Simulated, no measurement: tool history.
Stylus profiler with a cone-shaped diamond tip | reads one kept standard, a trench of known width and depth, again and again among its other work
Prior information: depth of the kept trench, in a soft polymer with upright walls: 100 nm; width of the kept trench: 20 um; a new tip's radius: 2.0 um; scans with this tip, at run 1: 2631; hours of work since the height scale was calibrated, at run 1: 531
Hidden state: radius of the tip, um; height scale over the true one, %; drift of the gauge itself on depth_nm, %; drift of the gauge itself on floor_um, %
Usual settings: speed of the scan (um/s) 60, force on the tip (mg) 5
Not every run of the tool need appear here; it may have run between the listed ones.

run	hour	speed of the scan (um/s)	force on the tip (mg)	scans with this tip	hours of work since the height scale was calibrated	depth of the trench (nm)	width of the trench's floor (µm)
1	0	60	5	2631	531	101.2	18.68
2	12.3	60	5	2678	540	101.05	18.68
3	24.9	60	5	2727	550	101.09	18.64
4	43.3	60	5	2798	565	101.17	18.66
5	66	60	5	2886	582	101.3	18.66
6	77	60	5	2928	591	101.33	18.65
7	98.1	60	5	3010	607	101.18	18.62
8	118.6	97	12.13	3089	623	102.23	18.67
9	138.2	219	2.33	3165	639	100.71	18.33
10	160.2	126	8.41	3250	656	101.62	18.64
11	169.8	29	7.58	3287	663	101.58	18.7
12	188	112	2.9	3357	678	100.8	18.53
13	199.1	38	5	3400	686	101.06	18.69

Predict the results of run 14:
14	212.3	47	8.85	3451	697	?	?

depth of the trench (nm): 101.69
width of the trench's floor (µm): 18.75
Without the tool's hidden state the same run would have given depth of the trench (nm) 101.69, width of the trench's floor (µm) 18.75.
